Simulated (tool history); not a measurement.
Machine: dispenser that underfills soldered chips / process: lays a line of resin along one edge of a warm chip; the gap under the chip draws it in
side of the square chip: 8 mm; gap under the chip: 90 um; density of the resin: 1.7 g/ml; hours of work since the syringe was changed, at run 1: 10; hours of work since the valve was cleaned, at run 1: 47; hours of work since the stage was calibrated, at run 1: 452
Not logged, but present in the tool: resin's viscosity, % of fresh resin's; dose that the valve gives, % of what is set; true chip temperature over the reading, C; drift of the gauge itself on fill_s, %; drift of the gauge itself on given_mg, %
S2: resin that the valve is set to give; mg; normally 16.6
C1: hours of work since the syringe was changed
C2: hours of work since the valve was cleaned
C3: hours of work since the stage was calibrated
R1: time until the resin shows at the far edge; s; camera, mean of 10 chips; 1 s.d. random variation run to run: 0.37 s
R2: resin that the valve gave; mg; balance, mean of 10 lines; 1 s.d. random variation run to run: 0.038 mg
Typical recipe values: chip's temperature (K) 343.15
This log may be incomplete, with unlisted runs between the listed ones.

run 1 day=0.000 | chip's_temperature_(K)=343.15 S2=16.6 | C1=10 C2=47 C3=452 | R1=46.4 R2=16.21
-- day=0.088 new syringe of resin
run 2 day=0.575 | chip's_temperature_(K)=343.15 S2=17.6 | C1=9 C2=57 C3=461 | R1=38.5 R2=17.11
-- day=0.808 new syringe of resin
-- day=1.246 dispensing valve cleaned and set on the balance
run 3 day=1.292 | chip's_temperature_(K)=343.15 S2=17.6 | C1=8 C2=1 C3=473 | R1=37.3 R2=17.71
-- day=1.567 new syringe of resin
run 4 day=2.000 | chip's_temperature_(K)=343.15 S2=17.6 | C1=8 C2=13 C3=485 | R1=37.0 R2=17.53
-- day=2.233 new syringe of resin
run 5 day=2.612 | chip's_temperature_(K)=343.15 S2=17.6 | C1=7 C2=23 C3=495 | R1=33.2 R2=17.50
-- day=2.938 new syringe of resin
run 6 day=3.267 | chip's_temperature_(K)=343.15 S2=17.6 | C1=6 C2=35 C3=507 | R1=32.1 R2=17.31
-- day=3.633 new syringe of resin
run 7 day=3.954 | chip's_temperature_(K)=343.15 S2=17.6 | C1=6 C2=46 C3=518 | R1=31.2 R2=17.16
-- day=4.300 new syringe of resin
run 8 day=4.300 | chip's_temperature_(K)=343.15 S2=16.6 | C1=0 C2=52 C3=524 | R1=21.0 R2=16.14
run 9 day=4.658 | chip's_temperature_(K)=343.15 S2=16.6 | C1=6 C2=58 C3=530 | R1=33.3 R2=16.15
-- day=4.967 new syringe of resin
-- day=5.262 dispensing valve cleaned and set on the balance
run 10 day=5.288 | chip's_temperature_(K)=330.15 S2=16.6 | C1=5 C2=0 C3=540 | R1=51.8 R2=16.56
-- day=5.700 new syringe of resin
run 11 day=5.708 | chip's_temperature_(K)=330.15 S2=16.6 | C1=0 C2=8 C3=548 | R1=35.1 R2=16.52
run 12 day=6.242 | chip's_temperature_(K)=330.15 S2=16.6 | C1=9 C2=17 C3=557 | R1=73.1 R2=16.50
-- day=6.404 new syringe of resin
run 13 day=6.862 | chip's_temperature_(K)=330.15 S2=16.6 | C1=8 C2=27 C3=567 | R1=66.2 R2=16.34
-- day=7.096 new syringe of resin
run 14 day=7.188 | chip's_temperature_(K)=330.15 S2=16.6 | C1=2 C2=33 C3=573 | R1=41.0 R2=16.28
run 15 day=7.662 | chip's_temperature_(K)=330.15 S2=16.6 | C1=10 C2=41 C3=581 | R1=76.6 R2=16.16
-- day=7.800 new syringe of resin
run 16 day=8.054 | chip's_temperature_(K)=330.15 S2=16.6 | C1=4 C2=48 C3=588 | R1=49.3 R2=16.16
-- day=8.479 new syringe of resin
run 17 day=8.771 | chip's_temperature_(K)=343.15 S2=15.9 | C1=5 C2=60 C3=600 | R1=30.3 R2=15.44
-- day=9.179 new syringe of resin
-- day=9.262 dispensing valve cleaned and set on the balance
run 18 day=9.471 | chip's_temperature_(K)=343.15 S2=15.9 | C1=4 C2=4 C3=611 | R1=27.7 R2=15.80
-- day=9.888 new syringe of resin
run 19 day=9.942 | chip's_temperature_(K)=343.15 S2=15.9 | C1=1 C2=12 C3=619 | R1=21.8 R2=15.74
run 20 day=10.388 | chip's_temperature_(K)=335.15 S2=16.6 | C1=9 C2=19 C3=627 | R1=56.1 R2=16.40
-- day=10.579 new syringe of resin
run 21 day=11.112 | chip's_temperature_(K)=343.15 S2=15.7 | C1=9 C2=32 C3=639 | R1=41.2 R2=15.45
-- day=11.288 new syringe of resin
run 22 day=11.642 | chip's_temperature_(K)=343.15 S2=15.7 | C1=6 C2=41 C3=648 | R1=32.6 R2=15.31
-- day=11.958 new syringe of resin
run 23 day=12.133 | chip's_temperature_(K)=338.15 S2=18.9 | C1=3 C2=49 C3=657 | R1=32.1 R2=18.30
-- day=12.629 new syringe of resin
run 24 day=12.629 | chip's_temperature_(K)=338.15 S2=18.9 | C1=0 C2=57 C3=665 | R1=24.2 R2=18.28
-- day=13.242 dispensing valve cleaned and set on the balance
run 25 day=13.246 | chip's_temperature_(K)=338.15 S2=18.9 | C1=10 C2=0 C3=675 | R1=51.8 R2=18.94
-- day=13.388 new syringe of resin
run 26 day=13.892 | chip's_temperature_(K)=347.15 S2=14.9 | C1=9 C2=11 C3=686 | R1=33.7 R2=14.76
-- day=14.071 new syringe of resin
run 27 day=14.479 | chip's_temperature_(K)=336.15 S2=17.7 | C1=7 C2=21 C3=696 | R1=46.7 R2=17.44
-- day=14.746 new syringe of resin
run 28 day=14.925 | chip's_temperature_(K)=336.15 S2=17.7 | C1=3 C2=29 C3=704 | R1=34.3 R2=17.43
run 29 day=15.325 | chip's_temperature_(K)=340.15 S2=19.7 | C1=10 C2=36 C3=711 | R1=49.8 R2=19.32
-- day=15.417 new syringe of resin
run 30 day=15.825 | chip's_temperature_(K)=343.15 S2=18.2 | C1=7 C2=44 C3=719 | R1=33.8 R2=17.65
-- day=16.108 new syringe of resin
run 31 day=16.392 | chip's_temperature_(K)=350.15 S2=19.6 | C1=5 C2=54 C3=729 | R1=21.1 R2=18.97
-- day=16.783 new syringe of resin
run 32 day=17.079 | chip's_temperature_(K)=358.15 S2=14.3 | C1=5 C2=65 C3=740 | R1=17.5 R2=13.81
-- day=17.283 dispensing valve cleaned and set on the balance
-- day=17.538 new syringe of resin
run 33 day=17.796 | chip's_temperature_(K)=349.15 S2=19.8 | C1=4 C2=9 C3=752 | R1=22.5 R2=19.78
-- day=18.229 new syringe of resin
run 34 day=18.467 | chip's_temperature_(K)=349.15 S2=19.8 | C1=4 C2=20 C3=763 | R1=20.8 R2=19.64
-- day=18.908 new syringe of resin
run 35 day=18.908 | chip's_temperature_(K)=349.15 S2=19.8 | C1=0 C2=28 C3=771 | R1=15.3 R2=19.49

A few steps of R1 between consecutive runs. Split each: what settings, incoming material and random variation would produce without the hidden state, and what is left over for the hidden state, along with gauge scatter present in only one of the two compared results (measured, and without hidden state):
Run 11 -> 12: no setting changed, nothing entered. R1 +38.0 s: hidden state +37.0, all else +1.0.
Run 14 -> 15: no setting changed, nothing entered. R1 +35.6 s: hidden state +35.5, all else +0.1.
Run 19 -> 20: chip's temperature (K) 343.15 -> 335.15, S2 15.9 -> 16.6. R1 +34.3 s: hidden state +24.8, all else +9.5.
Run 24 -> 25: dispensing valve cleaned and set on the balance. R1 +27.6 s: hidden state +27.7, all else -0.1.
